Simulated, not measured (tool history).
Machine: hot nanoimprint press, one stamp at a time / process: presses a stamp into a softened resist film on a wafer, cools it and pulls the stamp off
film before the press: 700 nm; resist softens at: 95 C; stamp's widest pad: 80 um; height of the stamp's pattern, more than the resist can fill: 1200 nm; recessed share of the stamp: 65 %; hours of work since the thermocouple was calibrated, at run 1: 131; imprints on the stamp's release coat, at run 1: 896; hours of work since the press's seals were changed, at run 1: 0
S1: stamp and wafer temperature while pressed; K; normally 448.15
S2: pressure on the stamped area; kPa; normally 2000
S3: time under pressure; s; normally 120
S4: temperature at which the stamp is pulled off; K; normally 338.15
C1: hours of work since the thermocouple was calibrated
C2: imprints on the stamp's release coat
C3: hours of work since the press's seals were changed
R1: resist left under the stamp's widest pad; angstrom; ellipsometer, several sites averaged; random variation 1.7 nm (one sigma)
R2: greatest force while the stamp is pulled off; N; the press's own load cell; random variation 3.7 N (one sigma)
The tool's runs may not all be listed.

Run 1, hour 0.0: usual settings; C1 131; C2 896; C3 0. Result: R1 2695 angstrom, R2 236 N.
Run 2, hour 29.4: usual settings but S1 457.15 K; C1 152; C2 1000; C3 21. Result: R1 1956 angstrom, R2 251 N.
Run 3, hour 80.1: usual settings but S1 457.15 K; C1 189; C2 1181; C3 58. Result: R1 1981 angstrom, R2 255 N.
At hour 126.5: stamp cleaned and given a new release coat.
Run 4, hour 126.5: usual settings but S1 455.15 K; C1 218; C2 0; C3 87. Result: R1 2116 angstrom, R2 185 N.
Run 5, hour 154.3: usual settings; C1 238; C2 99; C3 107. Result: R1 2702 angstrom, R2 185 N.
Run 6, hour 189.0: usual settings but S2 1300 kPa; C1 263; C2 222; C3 132. Result: R1 3321 angstrom, R2 194 N.
Run 7, hour 223.3: usual settings but S2 1300 kPa; C1 287; C2 345; C3 156. Result: R1 3416 angstrom, R2 203 N.
At hour 251.1: plate thermocouple calibrated.
Run 8, hour 253.5: usual settings but S2 1300 kPa, S4 328.15 K; C1 2; C2 441; C3 176. Result: R1 3287 angstrom, R2 264 N.
Run 9, hour 303.8: usual settings but S2 1750 kPa; C1 38; C2 621; C3 212. Result: R1 2875 angstrom, R2 221 N.
Run 10, hour 352.2: usual settings but S4 341.15 K; C1 73; C2 793; C3 247. Result: R1 2726 angstrom, R2 204 N.
Run 11, hour 383.6: usual settings but S4 341.15 K; C1 95; C2 905; C3 269. Result: R1 2727 angstrom, R2 219 N.
Run 12, hour 409.9: usual settings but S4 341.15 K; C1 114; C2 999; C3 288. Result: R1 2741 angstrom, R2 222 N.
Run 13, hour 438.7: usual settings but S4 341.15 K; C1 135; C2 1101; C3 309. Result: R1 2752 angstrom, R2 233 N.
Run 14, hour 471.8: usual settings but S4 341.15 K; C1 159; C2 1219; C3 333. Result: R1 2720 angstrom, R2 245 N.
At hour 508.8: stamp cleaned and given a new release coat.
Run 15, hour 510.3: usual settings but S4 341.15 K; C1 182; C2 5; C3 356. Result: R1 2751 angstrom, R2 166 N.
Run 16, hour 551.6: usual settings but S4 341.15 K; C1 212; C2 152; C3 386. Result: R1 2803 angstrom, R2 166 N.
Run 17, hour 597.1: usual settings but S1 442.15 K, S2 1480 kPa, S4 331.15 K; C1 244; C2 314; C3 419. Result: R1 3985 angstrom, R2 260 N.
Run 18, hour 621.1: usual settings but S1 442.15 K, S2 2910 kPa, S3 75 s, S4 331.15 K; C1 262; C2 400; C3 436. Result: R1 3443 angstrom, R2 243 N.
Run 19, hour 654.6: usual settings but S1 449.15 K, S2 2440 kPa, S3 70 s, S4 344.15 K; C1 286; C2 519; C3 460. Result: R1 3017 angstrom, R2 178 N.
At hour 681.4: plate thermocouple calibrated.
Run 20, hour 704.3: usual settings but S1 449.15 K, S2 1370 kPa, S3 70 s, S4 323.15 K; C1 16; C2 685; C3 494. Result: R1 3776 angstrom, R2 323 N.
Run 21, hour 740.3: usual settings but S1 437.15 K, S2 1450 kPa; C1 42; C2 814; C3 519. Result: R1 4568 angstrom, R2 232 N.
Run 22, hour 774.1: usual settings but S1 437.15 K, S2 2070 kPa, S3 117 s, S4 333.15 K; C1 67; C2 934; C3 544. Result: R1 4033 angstrom, R2 279 N.
Run 23, hour 799.1: usual settings but S1 447.15 K, S2 2070 kPa, S3 117 s, S4 333.15 K; C1 85; C2 1023; C3 562. Result: R1 2824 angstrom, R2 277 N.
Run 24, hour 834.4: usual settings; C1 110; C2 1149; C3 587. Result: R1 2754 angstrom, R2 252 N.
Run 25, hour 865.4: usual settings; C1 132; C2 1259; C3 609. Result: R1 2739 angstrom, R2 263 N.
At hour 889.7: stamp cleaned and given a new release coat.
Run 26, hour 898.8: usual settings but S1 456.15 K, S2 1910 kPa, S3 71 s, S4 328.15 K; C1 152; C2 32; C3 629. Result: R1 2596 angstrom, R2 232 N.
Run 27, hour 927.8: usual settings but S1 439.15 K; C1 173; C2 135; C3 650. Result: R1 3851 angstrom, R2 194 N.
Run 28, hour 967.4: usual settings but S1 456.15 K, S2 1390 kPa; C1 201; C2 276; C3 678. Result: R1 2485 angstrom, R2 204 N.
Run 29, hour 1008.9: usual settings but S2 2830 kPa, S4 339.15 K; C1 231; C2 424; C3 708. Result: R1 2396 angstrom, R2 206 N.
Run 30, hour 1035.3: usual settings but S1 456.15 K, S2 1210 kPa, S3 147 s, S4 337.15 K; C1 250; C2 518; C3 727. Result: R1 2503 angstrom, R2 220 N.
Run 31, hour 1080.3: usual settings but S1 447.15 K, S3 92 s; C1 283; C2 678; C3 760. Result: R1 3202 angstrom, R2 229 N.

Here are 3 independent what-if runs from the current tool condition. What would each one return?
At hour 1112.6: plate thermocouple calibrated.
Run A, hour 1112.6: usual settings but S1 443.15 K, S3 92 s; C1 0; C2 783; C3 781. Result: R1 ?, R2 ?.
At hour 1112.6: plate thermocouple calibrated.
Run B, hour 1112.6: usual settings but S1 451.15 K, S3 92 s; C1 0; C2 783; C3 781. Result: R1 ?, R2 ?.
At hour 1112.6: plate thermocouple calibrated.
Run C, hour 1112.6: usual settings but S1 447.15 K, S3 92 s, S4 334.15 K; C1 0; C2 783; C3 781. Result: R1 ?, R2 ?.

run    R1   R2
  A  3600  229
  B  2726  231
  C  3126  267
Without the tool's unlogged condition, the same runs would have read:
run    R1   R2
  A  3505  179
  B  2644  181
  C  3037  210

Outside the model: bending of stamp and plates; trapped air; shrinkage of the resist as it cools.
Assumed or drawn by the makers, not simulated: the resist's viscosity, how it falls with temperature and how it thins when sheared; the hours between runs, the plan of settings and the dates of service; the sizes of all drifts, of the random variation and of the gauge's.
